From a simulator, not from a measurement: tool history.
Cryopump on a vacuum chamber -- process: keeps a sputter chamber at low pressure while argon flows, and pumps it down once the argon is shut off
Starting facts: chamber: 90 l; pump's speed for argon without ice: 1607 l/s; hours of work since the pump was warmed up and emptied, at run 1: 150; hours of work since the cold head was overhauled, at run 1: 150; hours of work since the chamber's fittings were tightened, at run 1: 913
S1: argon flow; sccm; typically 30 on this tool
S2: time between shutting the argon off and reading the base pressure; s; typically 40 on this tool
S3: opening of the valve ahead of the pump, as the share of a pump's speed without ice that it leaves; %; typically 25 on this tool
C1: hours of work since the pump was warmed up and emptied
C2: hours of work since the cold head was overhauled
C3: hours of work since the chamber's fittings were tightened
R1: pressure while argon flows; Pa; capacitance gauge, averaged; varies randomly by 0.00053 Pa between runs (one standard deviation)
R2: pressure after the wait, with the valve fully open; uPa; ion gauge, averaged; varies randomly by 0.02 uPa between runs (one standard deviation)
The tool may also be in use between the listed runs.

run	day	S1	S2	S3	C1	C2	C3	R1	R2
1	0.000	30	40	25	150	150	913	0.1279	1.72
2	0.583	30	40	25	157	157	920	0.1280	1.70
3	1.292	30	40	25	166	166	929	0.1273	1.71
4	2.062	30	40	25	175	175	938	0.1280	1.72
5	2.712	30	40	35	183	183	946	0.0919	1.74
6	3.421	30	40	35	192	192	955	0.0916	1.72
7	4.129	30	40	25	200	200	963	0.1284	1.74
8	4.617	30	40	25	206	206	969	0.1286	1.74
9	5.125	30	40	25	212	212	975	0.1278	1.72
10	5.654	30	40	25	219	219	982	0.1283	1.70
11	6.133	30	33	25	225	225	988	0.1284	1.99
12	6.846	30	33	25	233	233	996	0.1279	1.97
13	7.404	21	25	28	240	240	1003	0.0797	2.56
14	8.121	30	44	25	249	249	1012	0.1291	1.57
15	8.783	27	40	21	257	257	1020	0.1377	1.70
16	9.312	30	58	33	264	264	1026	0.0981	1.33
17	9.958	30	58	33	271	271	1034	0.0986	1.31
18	10.608	20	58	45	279	279	1042	0.0482	1.34
19	11.000	12	62	30	284	284	1047	0.0434	1.26
20	11.725	12	62	30	293	293	1056	0.0431	1.26

Branching from run 20: 5 alternative next runs. What would each branch give?
A	12.071	23	40	32	297	297	1060	?	?
B	12.071	30	40	54	297	297	1060	?	?
C	12.071	52	40	32	297	297	1060	?	?
D	12.071	42	59	53	297	297	1060	?	?
E	12.071	14	62	16	297	297	1060	?	?

run	R1	R2
A	0.0779	1.74
B	0.0613	1.77
C	0.1750	1.75
D	0.0865	1.29
E	0.0935	1.22
Take away the tool's hidden state, keep each run's random variation, and the runs would have read:
run	R1	R2
A	0.0759	1.55
B	0.0587	1.59
C	0.1705	1.57
D	0.0828	1.11
E	0.0923	1.04
